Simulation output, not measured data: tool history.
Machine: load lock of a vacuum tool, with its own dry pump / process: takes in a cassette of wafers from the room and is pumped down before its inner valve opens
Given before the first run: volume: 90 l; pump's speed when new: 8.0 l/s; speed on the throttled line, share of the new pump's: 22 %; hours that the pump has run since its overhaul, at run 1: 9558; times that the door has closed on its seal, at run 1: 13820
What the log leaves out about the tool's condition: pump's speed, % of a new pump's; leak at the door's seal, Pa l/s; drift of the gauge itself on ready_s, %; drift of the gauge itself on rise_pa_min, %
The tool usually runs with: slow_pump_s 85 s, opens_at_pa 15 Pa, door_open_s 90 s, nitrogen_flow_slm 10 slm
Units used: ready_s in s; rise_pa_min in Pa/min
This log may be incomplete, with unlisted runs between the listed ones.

run,day,slow_pump_s,opens_at_pa,door_open_s,nitrogen_flow_slm,hours that the pump has run since its overhaul,times that the door has closed on its seal,"incoming humidity of the room's air, %",ready_s,rise_pa_min
1,0.000,85,15,90,10,9558,13820,43.4,170.4,0.289
2,13.792,85,15,90,10,9889,14272,42.9,170.7,0.287
3,28.542,85,12,90,10,10243,14755,41.5,172.8,0.301
4,43.108,85,12,90,10,10592,15231,45.4,173.5,0.323
5,53.042,85,19,90,10,10831,15557,44.5,168.6,0.328
6,61.571,85,19,90,9,11035,15836,43.9,170.3,0.338
7,72.117,85,19,90,9,11288,16181,46.7,168.4,0.351
8,79.242,85,19,90,9,11459,16414,47.8,169.8,0.361
9,89.683,85,19,90,9,11710,16756,43.9,169.3,0.356
10,100.867,85,15,77,10,11978,17122,47.0,171.4,0.368
11,107.567,85,15,90,10,12139,17342,48.6,171.4,0.382
12,120.912,85,15,90,41,12460,17778,44.8,171.1,0.373
13,127.129,77,27,91,5,12609,17982,43.9,159.9,0.398
14,140.300,150,27,28,6,12925,18413,45.4,213.7,0.402
15,152.471,150,27,28,6,13217,18811,47.3,214.9,0.421
16,166.704,150,23,28,6,13559,19277,47.1,216.9,0.440
17,180.908,51,27,123,26,13899,19742,45.0,139.5,0.443
18,188.029,85,15,161,10,14070,19976,44.9,173.8,0.471
19,202.142,85,15,161,10,14409,20438,48.2,175.5,0.490
20,216.696,85,15,161,10,14758,20914,46.3,173.7,0.499
21,224.475,85,15,161,10,14945,21169,47.0,173.5,0.507
22,234.462,53,14,54,22,15185,21496,45.9,151.0,0.500
23,247.617,129,15,90,10,15500,21926,42.6,209.4,0.533

Below, some changes in ready_s between adjacent runs. For each, the amount present without the hidden state too (settings, incoming material, random variation) and the amount remaining for the hidden state with gauge scatter not shared by both compared results:
Run 16 -> 17: slow_pump_s 150 -> 51, opens_at_pa 23 -> 27, door_open_s 28 -> 123, nitrogen_flow_slm 6 -> 26. ready_s -77.4 s: hidden state +1.8, all else -79.2.
Run 22 -> 23: slow_pump_s 53 -> 129, opens_at_pa 14 -> 15, door_open_s 54 -> 90, nitrogen_flow_slm 22 -> 10. ready_s +58.4 s: hidden state -1.9, all else +60.3.
